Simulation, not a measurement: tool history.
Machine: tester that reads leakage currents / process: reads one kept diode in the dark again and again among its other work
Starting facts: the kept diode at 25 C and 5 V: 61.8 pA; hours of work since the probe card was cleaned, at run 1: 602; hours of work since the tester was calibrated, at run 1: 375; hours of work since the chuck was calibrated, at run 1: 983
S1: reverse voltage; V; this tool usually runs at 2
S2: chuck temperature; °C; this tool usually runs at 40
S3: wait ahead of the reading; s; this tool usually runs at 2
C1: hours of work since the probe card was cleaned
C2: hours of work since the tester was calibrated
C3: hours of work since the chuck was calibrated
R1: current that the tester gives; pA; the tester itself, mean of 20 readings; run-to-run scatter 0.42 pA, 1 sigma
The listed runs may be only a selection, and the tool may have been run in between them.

{"run": 1, "day": 0.0, "S1": 2, "S2": 40, "S3": 2, "C1": 602, "C2": 375, "C3": 983, "R1": 119.17}
{"run": 2, "day": 1.808, "S1": 2, "S2": 40, "S3": 0.62, "C1": 623, "C2": 396, "C3": 1004, "R1": 119.27}
{"day": 2.754, "done": "chuck's temperature calibrated"}
{"run": 3, "day": 3.5, "S1": 2, "S2": 40, "S3": 0.62, "C1": 642, "C2": 415, "C3": 9, "R1": 141.45}
{"run": 4, "day": 6.096, "S1": 2, "S2": 40, "S3": 0.62, "C1": 672, "C2": 445, "C3": 39, "R1": 140.32}
{"run": 5, "day": 8.117, "S1": 2, "S2": 40, "S3": 8.31, "C1": 696, "C2": 469, "C3": 63, "R1": 138.42}
{"run": 6, "day": 10.721, "S1": 2, "S2": 40, "S3": 8.31, "C1": 726, "C2": 499, "C3": 93, "R1": 137.58}
{"run": 7, "day": 13.362, "S1": 2, "S2": 40, "S3": 2, "C1": 757, "C2": 530, "C3": 124, "R1": 136.8}
{"run": 8, "day": 15.171, "S1": 2, "S2": 40, "S3": 2, "C1": 778, "C2": 551, "C3": 145, "R1": 137.48}
{"run": 9, "day": 17.762, "S1": 4.31, "S2": 40, "S3": 1.18, "C1": 809, "C2": 582, "C3": 175, "R1": 185.63}
{"run": 10, "day": 19.738, "S1": 4.31, "S2": 40, "S3": 1.18, "C1": 832, "C2": 605, "C3": 198, "R1": 185.37}

For run 11, what comes out?
{"day": 20.1, "done": "probe card cleaned and baked"}
{"run": 11, "day": 21.333, "S1": 4.31, "S2": 40, "S3": 1.18, "C1": 14, "C2": 622, "C3": 216, "R1": "?"}

R1: 185.4 pA
On a tool with no hidden condition, and with the same random variation, this run would have come out at R1 189.39 pA.
